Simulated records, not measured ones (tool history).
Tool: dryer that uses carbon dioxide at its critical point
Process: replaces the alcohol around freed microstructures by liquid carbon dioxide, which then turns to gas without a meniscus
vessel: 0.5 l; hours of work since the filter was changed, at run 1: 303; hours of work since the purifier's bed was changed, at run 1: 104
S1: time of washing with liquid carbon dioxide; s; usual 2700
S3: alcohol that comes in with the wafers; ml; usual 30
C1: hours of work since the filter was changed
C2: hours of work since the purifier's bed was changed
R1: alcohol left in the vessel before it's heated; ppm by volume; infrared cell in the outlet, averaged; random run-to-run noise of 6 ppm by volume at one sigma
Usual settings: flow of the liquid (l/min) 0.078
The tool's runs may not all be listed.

Run 1, hour 0: usual settings; C1 303; C2 104. Result: R1 366 ppm by volume.
Run 2, hour 19.4: usual settings; C1 318; C2 119. Result: R1 364 ppm by volume.
Run 3, hour 33.8: usual settings; C1 329; C2 130. Result: R1 388 ppm by volume.
Run 4, hour 44.2: usual settings but flow of the liquid (l/min) 0.1127; C1 337; C2 138. Result: R1 60 ppm by volume.
Run 5, hour 58.3: usual settings but flow of the liquid (l/min) 0.1127; C1 348; C2 149. Result: R1 69 ppm by volume.
Run 6, hour 72.9: usual settings but flow of the liquid (l/min) 0.1127; C1 359; C2 161. Result: R1 83 ppm by volume.
Run 7, hour 83.6: usual settings but flow of the liquid (l/min) 0.1293; C1 367; C2 169. Result: R1 46 ppm by volume.
Run 8, hour 95.3: usual settings but flow of the liquid (l/min) 0.1023; C1 376; C2 178. Result: R1 118 ppm by volume.
Run 9, hour 109.2: usual settings but flow of the liquid (l/min) 0.1219; C1 387; C2 189. Result: R1 73 ppm by volume.
Run 10, hour 129.4: usual settings; C1 403; C2 204. Result: R1 443 ppm by volume.
At hour 139.4: inlet filter changed.
Run 11, hour 141.1: usual settings but flow of the liquid (l/min) 0.0556; C1 1; C2 213. Result: R1 1077 ppm by volume.
Run 12, hour 157.6: usual settings but flow of the liquid (l/min) 0.0556; C1 14; C2 225. Result: R1 1096 ppm by volume.
Run 13, hour 177.8: usual settings but S1 4080 s; C1 30; C2 241. Result: R1 64 ppm by volume.
Run 14, hour 190: usual settings but S1 4080 s; C1 39; C2 250. Result: R1 62 ppm by volume.
Run 15, hour 207.3: usual settings but S3 104 ml; C1 52; C2 264. Result: R1 864 ppm by volume.
Run 16, hour 219.4: usual settings but S3 104 ml; C1 62; C2 273. Result: R1 893 ppm by volume.
Run 17, hour 232.4: usual settings but S3 104 ml; C1 72; C2 283. Result: R1 855 ppm by volume.
Run 18, hour 242: usual settings but S3 104 ml; C1 79; C2 290. Result: R1 919 ppm by volume.
Run 19, hour 260.7: usual settings but S3 104 ml; C1 94; C2 305. Result: R1 918 ppm by volume.
Run 20, hour 275.3: usual settings but S1 1920 s; C1 105; C2 316. Result: R1 1259 ppm by volume.
Run 21, hour 284.9: usual settings but S1 2040 s; C1 112; C2 323. Result: R1 1065 ppm by volume.
Run 22, hour 294.8: usual settings but S1 2040 s, flow of the liquid (l/min) 0.069; C1 120; C2 331. Result: R1 1633 ppm by volume.
Run 23, hour 304.5: usual settings; C1 127; C2 339. Result: R1 334 ppm by volume.
Run 24, hour 322: usual settings; C1 141; C2 352. Result: R1 337 ppm by volume.
Run 25, hour 337.9: usual settings but S1 1800 s, S3 80 ml; C1 153; C2 364. Result: R1 4482 ppm by volume.
Run 26, hour 359.6: usual settings but S1 1800 s, S3 80 ml; C1 170; C2 381. Result: R1 4449 ppm by volume.
Run 27, hour 380.9: usual settings but S1 1800 s, S3 80 ml; C1 186; C2 398. Result: R1 4615 ppm by volume.
Run 28, hour 400.5: usual settings but S1 1800 s, S3 80 ml; C1 202; C2 413. Result: R1 4573 ppm by volume.
Run 29, hour 418.7: usual settings but S3 55 ml; C1 216; C2 427. Result: R1 629 ppm by volume.
Run 30, hour 432: usual settings but S1 2160 s, flow of the liquid (l/min) 0.1047, S3 90 ml; C1 226; C2 437. Result: R1 742 ppm by volume.
Run 31, hour 448.3: usual settings but S1 2760 s, flow of the liquid (l/min) 0.1232, S3 26 ml; C1 238; C2 450. Result: R1 112 ppm by volume.
Run 32, hour 467.9: usual settings but S3 81 ml; C1 254; C2 465. Result: R1 962 ppm by volume.
Run 33, hour 483.8: usual settings but S1 2760 s, flow of the liquid (l/min) 0.097, S3 85 ml; C1 266; C2 477. Result: R1 322 ppm by volume.
Run 34, hour 500.5: usual settings but S1 2760 s, flow of the liquid (l/min) 0.0558, S3 85 ml; C1 279; C2 490. Result: R1 3793 ppm by volume.
At hour 524.2: purifier's bed changed.
Run 35, hour 525.7: usual settings but S1 4200 s, flow of the liquid (l/min) 0.055, S3 58 ml; C1 296; C2 1. Result: R1 390 ppm by volume.
Run 36, hour 544.8: usual settings but S1 2460 s, flow of the liquid (l/min) 0.124, S3 25 ml; C1 311; C2 16. Result: R1 34 ppm by volume.
Run 37, hour 559.1: usual settings but S1 4320 s, flow of the liquid (l/min) 0.1025, S3 25 ml; C1 322; C2 27. Result: R1 16 ppm by volume.
Run 38, hour 580.5: usual settings but S1 3960 s, flow of the liquid (l/min) 0.1024, S3 71 ml; C1 338; C2 43. Result: R1 25 ppm by volume.
Run 39, hour 600.9: usual settings but flow of the liquid (l/min) 0.0541, S3 70 ml; C1 354; C2 59. Result: R1 4017 ppm by volume.
Run 40, hour 615: usual settings but S1 4080 s, flow of the liquid (l/min) 0.06, S3 70 ml; C1 365; C2 70. Result: R1 391 ppm by volume.
Run 41, hour 627.3: usual settings but flow of the liquid (l/min) 0.053; C1 374; C2 80. Result: R1 1893 ppm by volume.
Run 42, hour 645: usual settings but flow of the liquid (l/min) 0.0822, S3 92 ml; C1 388; C2 93. Result: R1 970 ppm by volume.
Run 43, hour 664.6: usual settings but S1 2940 s, flow of the liquid (l/min) 0.0896; C1 403; C2 108. Result: R1 141 ppm by volume.
At hour 673.7: inlet filter changed.
Run 44, hour 684.2: usual settings but S1 1800 s, S3 27 ml; C1 8; C2 123. Result: R1 1247 ppm by volume.
Run 45, hour 697.6: usual settings but S1 1800 s, S3 27 ml; C1 18; C2 133. Result: R1 1306 ppm by volume.
Run 46, hour 711.6: usual settings but S1 1800 s, S3 27 ml; C1 29; C2 144. Result: R1 1342 ppm by volume.
Run 47, hour 727.5: usual settings but S1 1800 s, S3 27 ml; C1 42; C2 156. Result: R1 1323 ppm by volume.

How would selected steps in R1 from run to run divide? Give the signed amount a tool lacking its hidden state would still show from settings, what came in and random variation, and the signed amount left for the hidden state, including any gauge scatter that is not in both of the compared results.
The tool's hidden condition here consists of: flow that reaches the vessel past the clogged filter, %; alcohol in the recycled carbon dioxide, ppm; drift of the gauge itself on alcohol_ppm, %.
Run 24 -> 25: S1 2700 -> 1800, S3 30 -> 80. R1 +4145 ppm by volume: hidden state +626, all else +3519.
Run 28 -> 29: S1 1800 -> 2700, S3 80 -> 55. R1 -3944 ppm by volume: hidden state -717, all else -3227.
Run 34 -> 35: S1 2760 -> 4200, flow of the liquid (l/min) 0.0558 -> 0.055, S3 85 -> 58, purifier's bed changed. R1 -3403 ppm by volume: hidden state -978, all else -2425.
Run 38 -> 39: S1 3960 -> 2700, flow of the liquid (l/min) 0.1024 -> 0.0541, S3 71 -> 70. R1 +3992 ppm by volume: hidden state +1310, all else +2682.
Run 39 -> 40: S1 2700 -> 4080, flow of the liquid (l/min) 0.0541 -> 0.06. R1 -3626 ppm by volume: hidden state -1127, all else -2499.
